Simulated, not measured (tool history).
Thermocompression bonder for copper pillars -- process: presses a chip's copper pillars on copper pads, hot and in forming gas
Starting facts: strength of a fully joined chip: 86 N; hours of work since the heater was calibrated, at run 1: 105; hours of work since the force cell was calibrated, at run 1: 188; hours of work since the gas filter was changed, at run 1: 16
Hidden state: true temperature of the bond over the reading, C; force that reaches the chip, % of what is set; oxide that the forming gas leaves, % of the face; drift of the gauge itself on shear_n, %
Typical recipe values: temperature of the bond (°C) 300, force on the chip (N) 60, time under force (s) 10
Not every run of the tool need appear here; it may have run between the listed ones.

| run | hour | temperature of the bond (°C) | force on the chip (N) | time under force (s) | hours of work since the heater was calibrated | hours of work since the force cell was calibrated | hours of work since the gas filter was changed | force that shears a chip off (N) |
|---|---|---|---|---|---|---|---|---|
| 1 | 0.0 | 300 | 60 | 10 | 105 | 188 | 16 | 58.4 |
| 2 | 11.2 | 279 | 60 | 10 | 110 | 193 | 21 | 50.3 |
| 3 | 18.3 | 279 | 49 | 10 | 113 | 196 | 24 | 45.6 |
| 4 | 29.8 | 279 | 54 | 10 | 118 | 201 | 29 | 47.9 |
| 5 | 40.3 | 300 | 66 | 10 | 123 | 206 | 34 | 60.6 |
| 6 | 53.3 | 300 | 66 | 10 | 129 | 212 | 40 | 60.4 |
| 7 | 63.3 | 300 | 66 | 10 | 134 | 217 | 44 | 60.5 |
| 8 | 73.8 | 300 | 66 | 10 | 138 | 221 | 49 | 60.3 |
| 9 | 87.4 | 300 | 66 | 10 | 145 | 228 | 55 | 60.4 |
| 10 | 94.3 | 300 | 66 | 10 | 148 | 231 | 59 | 60.8 |
| 11 | 104.4 | 300 | 66 | 24 | 152 | 235 | 63 | 72.4 |
| 12 | 111.1 | 300 | 60 | 10 | 155 | 238 | 66 | 58.7 |
| 13 | 123.9 | 311 | 60 | 10 | 161 | 244 | 72 | 62.5 |
| 14 | 133.2 | 305 | 63 | 8 | 165 | 248 | 76 | 58.3 |
| 15 | 142.2 | 313 | 67 | 8 | 170 | 253 | 81 | 62.4 |
|  | 144.7 | force cell calibrated |
| 16 | 154.3 | 318 | 79 | 8 | 174 | 4 | 85 | 67.8 |
| 17 | 162.0 | 327 | 80 | 16 | 178 | 8 | 89 | 78.1 |
|  | 171.3 | force cell calibrated, once more |
| 18 | 178.3 | 310 | 43 | 16 | 185 | 3 | 96 | 61.5 |
| 19 | 188.7 | 295 | 80 | 6 | 189 | 8 | 100 | 54.9 |
| 20 | 198.0 | 307 | 65 | 19 | 194 | 12 | 105 | 71.1 |

The next listed run, before its measurement:
| 21 | 210.9 | 279 | 77 | 6 | 200 | 18 | 111 | ? |

force that shears a chip off (N): 47.6
The same run, on a tool lacking any hidden state, would have yielded force that shears a chip off (N) 45.9.
